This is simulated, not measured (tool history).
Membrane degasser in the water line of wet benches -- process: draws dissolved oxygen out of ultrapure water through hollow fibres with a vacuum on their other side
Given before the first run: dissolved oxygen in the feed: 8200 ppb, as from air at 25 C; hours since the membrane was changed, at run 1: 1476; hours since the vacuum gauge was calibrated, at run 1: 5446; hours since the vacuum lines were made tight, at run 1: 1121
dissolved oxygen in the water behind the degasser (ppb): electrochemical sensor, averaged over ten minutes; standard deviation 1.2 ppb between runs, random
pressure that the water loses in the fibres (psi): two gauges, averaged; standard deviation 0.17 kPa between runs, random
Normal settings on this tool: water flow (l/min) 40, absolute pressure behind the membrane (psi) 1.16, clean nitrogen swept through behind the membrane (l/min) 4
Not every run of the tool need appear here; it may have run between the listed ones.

run	hour	water flow (l/min)	absolute pressure behind the membrane (psi)	clean nitrogen swept through behind the membrane (l/min)	hours since the membrane was changed	hours since the vacuum gauge was calibrated	hours since the vacuum lines were made tight	dissolved oxygen in the water behind the degasser (ppb)	pressure that the water loses in the fibres (psi)
1	0	40	1.16	4	1476	5446	1121	121.7	3.849
2	55.6	40	1.16	4	1532	5501	1177	120.5	3.852
3	120.1	40	1.16	4	1596	5566	1241	123.5	3.826
4	175	40	1.16	7.59	1651	5621	1296	70	3.793
5	215	25	1.16	7.59	1691	5661	1336	41	2.421
6	280.8	25	2.531	7.59	1757	5726	1402	116.1	2.408
7	313.8	25	2.531	7.59	1790	5760	1435	115	2.434
8	373.7	40	1.16	4	1850	5819	1495	120.9	3.857
9	403.2	40	1.16	4	1879	5849	1524	122.4	3.859
10	469.8	40	1.16	4	1946	5916	1591	123.4	3.813
11	505.2	40	2.292	4.9	1981	5951	1626	249.5	3.849
12	566.5	40	2.292	4.9	2043	6012	1688	246.3	3.878
13	602.3	61	2.315	4.9	2078	6048	1723	393.9	5.915
14	645	61	2.315	4.9	2121	6091	1766	397.1	5.873
15	679.3	49	0.776	4.62	2155	6125	1800	72.6	4.675
16	735.9	52	1.16	4	2212	6182	1857	171.8	5.034
17	783.1	55	1.16	4	2259	6229	1904	180.9	5.253
18	817.4	55	1.16	4	2293	6263	1939	179.6	5.298
19	855.7	49	2.028	5.58	2332	6301	1977	240.3	4.73
20	890.1	49	2.028	5.58	2366	6336	2011	241.6	4.696

Branching from run 20: 3 alternative next runs. What would each branch give?
A	920.9	34	0.84	5.58	2397	6367	2042	?	?
B	920.9	41	1.318	8.72	2397	6367	2042	?	?
C	920.9	25	1.272	7.1	2397	6367	2042	?	?

run	dissolved oxygen in the water behind the degasser (ppb)	pressure that the water loses in the fibres (psi)
A	43.3	3.279
B	77.7	3.945
C	50.4	2.382
Without the tool's unlogged condition, the same runs would have read:
run	dissolved oxygen in the water behind the degasser (ppb)	pressure that the water loses in the fibres (psi)
A	40.3	3.259
B	74.9	3.92
C	48.4	2.367

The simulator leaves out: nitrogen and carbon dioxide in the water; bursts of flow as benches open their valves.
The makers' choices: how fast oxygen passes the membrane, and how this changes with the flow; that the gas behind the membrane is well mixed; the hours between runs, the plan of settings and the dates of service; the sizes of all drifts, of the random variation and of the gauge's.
